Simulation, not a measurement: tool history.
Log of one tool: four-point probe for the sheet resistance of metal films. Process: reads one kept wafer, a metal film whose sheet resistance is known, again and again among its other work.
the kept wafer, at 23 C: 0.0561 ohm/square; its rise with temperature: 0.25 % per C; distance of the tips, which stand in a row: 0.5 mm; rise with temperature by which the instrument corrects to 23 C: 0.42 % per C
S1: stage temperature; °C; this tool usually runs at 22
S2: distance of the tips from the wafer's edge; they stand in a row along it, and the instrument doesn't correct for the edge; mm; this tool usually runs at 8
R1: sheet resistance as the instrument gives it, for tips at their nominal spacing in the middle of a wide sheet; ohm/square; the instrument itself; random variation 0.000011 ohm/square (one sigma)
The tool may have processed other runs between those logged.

run,hour,S1,S2,R1
1,0,22,8,0.055928
2,66.1,22,37,0.055822
3,130.5,22,37,0.055802
4,170.6,22,37,0.055854
5,219.7,22,9,0.055944
6,262.3,35,8,0.054775
# hour 302.9: stage's thermometer calibrated
7,332.1,22,8,0.055931
8,376.7,22,8,0.055936
9,412.5,22,3,0.056648
10,460.6,22,8,0.055953
11,517.1,22,59,0.055815
12,569.7,22,59,0.055864
# hour 590: stage's thermometer calibrated, once more
13,641.4,22,59,0.055894
14,709,22,8,0.055996
15,776.9,29,8,0.055385
16,825.5,22,5,0.0562
17,859.1,22,30,0.055933
18,908.9,22,30,0.055905
19,975.3,22,30,0.055915
20,1031.8,33,31,0.054938
21,1069.5,22,42,0.055931
22,1116.8,34,37,0.054837
23,1169.9,34,37,0.05486
24,1219.5,35,64,0.054753
25,1250.6,35,38,0.054786
26,1308,35,23,0.054775
27,1375.5,21,5,0.05632
28,1410.6,21,34,0.056054
29,1444.5,30,29,0.055232
30,1496.6,27,38,0.055479
31,1567.1,27,17,0.055527
32,1621.1,27,17,0.055512
33,1675,27,17,0.055512
34,1748.5,27,17,0.05552
35,1799.4,25,63,0.055657
36,1864.2,25,63,0.055699
37,1924.2,25,52,0.055688

Below are 3 alternative next runs, each starting from the tool's condition after run 37. Predict each:
A,1997,21,43,?
B,1997,23,7,?
C,1997,24,52,?

run,R1
A,0.056076
B,0.056021
C,0.055778
With the hidden condition removed and each run's random variation left untouched, the same runs would have given:
run,R1
A,0.056306
B,0.05625
C,0.056006

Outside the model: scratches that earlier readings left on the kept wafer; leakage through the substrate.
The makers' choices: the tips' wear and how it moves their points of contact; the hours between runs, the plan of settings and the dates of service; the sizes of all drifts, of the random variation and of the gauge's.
